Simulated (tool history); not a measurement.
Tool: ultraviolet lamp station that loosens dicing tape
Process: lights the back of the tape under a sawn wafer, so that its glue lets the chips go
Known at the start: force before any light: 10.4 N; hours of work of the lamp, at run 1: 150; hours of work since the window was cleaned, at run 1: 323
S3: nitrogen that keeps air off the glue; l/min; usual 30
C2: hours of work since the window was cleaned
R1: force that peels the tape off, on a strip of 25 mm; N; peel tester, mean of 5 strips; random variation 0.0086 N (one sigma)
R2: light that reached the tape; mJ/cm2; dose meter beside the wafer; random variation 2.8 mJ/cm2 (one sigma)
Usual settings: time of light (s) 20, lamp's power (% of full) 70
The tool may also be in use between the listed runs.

{"run": 1, "day": 0.0, "time of light (s)": 20, "lamp's power (% of full)": 70, "S3": 30, "hours of work of the lamp": 150, "C2": 323, "R1": 0.353, "R2": 393}
{"run": 2, "day": 0.771, "time of light (s)": 20, "lamp's power (% of full)": 70, "S3": 30, "hours of work of the lamp": 158, "C2": 331, "R1": 0.353, "R2": 395}
{"run": 3, "day": 1.667, "time of light (s)": 20, "lamp's power (% of full)": 70, "S3": 30, "hours of work of the lamp": 168, "C2": 341, "R1": 0.345, "R2": 395}
{"run": 4, "day": 2.246, "time of light (s)": 20, "lamp's power (% of full)": 99, "S3": 30, "hours of work of the lamp": 174, "C2": 347, "R1": 0.156, "R2": 549}
{"run": 5, "day": 3.346, "time of light (s)": 20, "lamp's power (% of full)": 99, "S3": 30, "hours of work of the lamp": 185, "C2": 359, "R1": 0.154, "R2": 552}
{"run": 6, "day": 4.375, "time of light (s)": 20, "lamp's power (% of full)": 99, "S3": 30, "hours of work of the lamp": 196, "C2": 370, "R1": 0.164, "R2": 558}
{"run": 7, "day": 4.95, "time of light (s)": 20, "lamp's power (% of full)": 62, "S3": 30, "hours of work of the lamp": 203, "C2": 376, "R1": 0.507, "R2": 348}
{"run": 8, "day": 5.75, "time of light (s)": 20, "lamp's power (% of full)": 62, "S3": 30, "hours of work of the lamp": 211, "C2": 385, "R1": 0.488, "R2": 345}
{"run": 9, "day": 6.683, "time of light (s)": 20, "lamp's power (% of full)": 62, "S3": 30, "hours of work of the lamp": 221, "C2": 394, "R1": 0.496, "R2": 345}
{"run": 10, "day": 7.788, "time of light (s)": 20, "lamp's power (% of full)": 62, "S3": 30, "hours of work of the lamp": 233, "C2": 406, "R1": 0.533, "R2": 346}
{"run": 11, "day": 8.817, "time of light (s)": 20, "lamp's power (% of full)": 62, "S3": 30, "hours of work of the lamp": 244, "C2": 417, "R1": 0.496, "R2": 349}
{"run": 12, "day": 9.788, "time of light (s)": 20, "lamp's power (% of full)": 62, "S3": 30, "hours of work of the lamp": 254, "C2": 428, "R1": 0.504, "R2": 346}
{"run": 13, "day": 10.854, "time of light (s)": 35, "lamp's power (% of full)": 62, "S3": 25, "hours of work of the lamp": 266, "C2": 439, "R1": 0.151, "R2": 611}
{"run": 14, "day": 11.404, "time of light (s)": 20, "lamp's power (% of full)": 93, "S3": 51, "hours of work of the lamp": 272, "C2": 445, "R1": 0.126, "R2": 523}
{"run": 15, "day": 12.183, "time of light (s)": 20, "lamp's power (% of full)": 63, "S3": 33, "hours of work of the lamp": 280, "C2": 453, "R1": 0.43, "R2": 349}
{"run": 16, "day": 13.188, "time of light (s)": 12, "lamp's power (% of full)": 70, "S3": 11, "hours of work of the lamp": 291, "C2": 464, "R1": 2.48, "R2": 233}
{"run": 17, "day": 14.133, "time of light (s)": 12, "lamp's power (% of full)": 70, "S3": 11, "hours of work of the lamp": 301, "C2": 474, "R1": 2.481, "R2": 238}
{"run": 18, "day": 14.9, "time of light (s)": 12, "lamp's power (% of full)": 70, "S3": 11, "hours of work of the lamp": 309, "C2": 482, "R1": 2.572, "R2": 239}
{"run": 19, "day": 15.867, "time of light (s)": 31, "lamp's power (% of full)": 70, "S3": 18, "hours of work of the lamp": 319, "C2": 493, "R1": 0.193, "R2": 611}
{"run": 20, "day": 16.525, "time of light (s)": 13, "lamp's power (% of full)": 76, "S3": 38, "hours of work of the lamp": 326, "C2": 500, "R1": 0.716, "R2": 275}
{"run": 21, "day": 17.571, "time of light (s)": 13, "lamp's power (% of full)": 76, "S3": 38, "hours of work of the lamp": 337, "C2": 511, "R1": 0.709, "R2": 277}
{"run": 22, "day": 18.417, "time of light (s)": 21, "lamp's power (% of full)": 76, "S3": 38, "hours of work of the lamp": 346, "C2": 520, "R1": 0.205, "R2": 444}
{"run": 23, "day": 19.296, "time of light (s)": 21, "lamp's power (% of full)": 76, "S3": 38, "hours of work of the lamp": 356, "C2": 529, "R1": 0.202, "R2": 441}

Forecast each of these 5 alternatives for the next run:
{"run": "A", "day": 19.946, "time of light (s)": 33, "lamp's power (% of full)": 70, "S3": 30, "hours of work of the lamp": 363, "C2": 536, "R1": "?", "R2": "?"}
{"run": "B", "day": 19.946, "time of light (s)": 21, "lamp's power (% of full)": 76, "S3": 13, "hours of work of the lamp": 363, "C2": 536, "R1": "?", "R2": "?"}
{"run": "C", "day": 19.946, "time of light (s)": 19, "lamp's power (% of full)": 70, "S3": 41, "hours of work of the lamp": 363, "C2": 536, "R1": "?", "R2": "?"}
{"run": "D", "day": 19.946, "time of light (s)": 20, "lamp's power (% of full)": 70, "S3": 32, "hours of work of the lamp": 363, "C2": 536, "R1": "?", "R2": "?"}
{"run": "E", "day": 19.946, "time of light (s)": 35, "lamp's power (% of full)": 76, "S3": 43, "hours of work of the lamp": 363, "C2": 536, "R1": "?", "R2": "?"}

run=A R1=0.124 R2=651
run=B R1=0.615 R2=448
run=C R1=0.301 R2=370
run=D R1=0.332 R2=390
run=E R1=0.102 R2=743
Without the tool's hidden state the same runs would have given:
run=A R1=0.123 R2=653
run=B R1=0.609 R2=450
run=C R1=0.298 R2=371
run=D R1=0.329 R2=392
run=E R1=0.102 R2=746
